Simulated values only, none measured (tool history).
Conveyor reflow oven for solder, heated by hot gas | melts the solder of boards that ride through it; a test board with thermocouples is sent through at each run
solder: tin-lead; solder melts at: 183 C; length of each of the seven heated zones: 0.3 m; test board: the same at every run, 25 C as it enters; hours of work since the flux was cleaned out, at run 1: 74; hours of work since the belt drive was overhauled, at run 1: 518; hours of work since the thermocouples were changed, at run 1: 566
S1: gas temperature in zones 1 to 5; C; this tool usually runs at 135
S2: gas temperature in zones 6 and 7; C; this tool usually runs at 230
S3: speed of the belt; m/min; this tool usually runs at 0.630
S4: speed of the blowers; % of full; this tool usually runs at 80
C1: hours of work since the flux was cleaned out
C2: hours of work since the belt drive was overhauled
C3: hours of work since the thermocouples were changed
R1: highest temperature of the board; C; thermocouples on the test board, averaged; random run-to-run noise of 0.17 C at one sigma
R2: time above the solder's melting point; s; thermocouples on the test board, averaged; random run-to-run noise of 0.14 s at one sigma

run    hour   S1   S2     S3  S4   C1    C2    C3     R1    R2
  1     0.0  135  230  0.630  80   74   518   566  215.9  42.1
  2    37.3  138  230  0.630  80   92   537   585  216.6  43.2
  3    98.4  138  236  0.630  80  122   567   615  221.4  45.6
  4   150.8  138  236  0.630  80  148   592   640  221.3  45.3
  5   183.0  138  236  0.630  80  164   608   656  221.0  45.1
  6   245.4  138  236  0.630  80  195   639   687  220.6  45.2
  7   292.5  138  236  0.630  80  218   662   710  220.6  44.7
  8   343.0  138  236  0.630  80  243   687   735  220.1  44.7
  9   401.9  135  240  0.630  80  272   716   764  223.0  45.4
 10   468.6  135  230  0.630  80  304   749   797  214.1  40.4
 11   531.6  135  230  0.630  80  335   779   828  213.7  39.9
 12   593.5  135  230  0.630  80  366   810   858  213.7  39.9
 13   631.8  135  235  0.630  80  385   829   877  217.9  42.6
 14   690.1  135  235  0.630  80  413   857   906  217.1  42.4
      710.5  -- flux residue cleaned out of gas plates and filters
 15   761.2  135  235  0.630  80   25   890   938  215.0  40.5
 16   801.0  128  230  0.733  71   44   909   958  200.1  21.4
 17   840.2  128  230  0.733  71   64   929   977  199.4  21.1
      866.4  -- flux residue cleaned out of gas plates and filters, once more
 18   894.4  128  230  0.588  71   14   953  1001  216.9  44.0
 19   965.1  141  230  0.523  51   49   988  1036  215.0  51.7
 20  1007.1  135  230  0.744  78   69  1008  1056  211.5  32.6
 21  1060.3  135  219  0.630  80   95  1034  1083  208.4  37.2
 22  1128.9  135  219  0.630  80  129  1068  1116  208.1  37.2
 23  1161.8  135  230  0.648  76  145  1084  1132  215.4  40.2
 24  1194.2  141  230  0.648  76  161  1100  1148  216.5  42.6
 25  1243.2  123  223  0.693  81  185  1124  1172  205.8  28.4
 26  1281.7  140  235  0.700  74  204  1143  1191  216.6  38.8
 27  1331.3  140  235  0.700  74  229  1168  1216  216.2  38.5
     1337.3  -- thermocouples of zones 6 and 7 changed
 28  1405.6  138  243  0.630  73  264  1203    34  222.2  46.3
 29  1436.1  133  219  0.630  81  279  1218    49  203.1  32.2
 30  1484.7  140  230  0.630  58  303  1242    72  206.0  35.0

Alternative continuations, all from the tool just after run 30; predict every row:
  A  1529.5  146  225  0.535  58  325  1264  94   ?   ?
  B  1529.5  140  229  0.506  58  325  1264  94   ?   ?
  C  1529.5  140  227  0.513  63  325  1264  94   ?   ?
  D  1529.5  125  231  0.630  80  325  1264  94   ?   ?

run     R1    R2
  A  208.8  47.6
  B  212.8  52.0
  C  212.4  50.7
  D  211.0  36.1
With no hidden state in the tool, these same runs would have given:
run     R1    R2
  A  210.2  47.9
  B  214.3  52.2
  C  214.0  51.0
  D  214.1  37.7
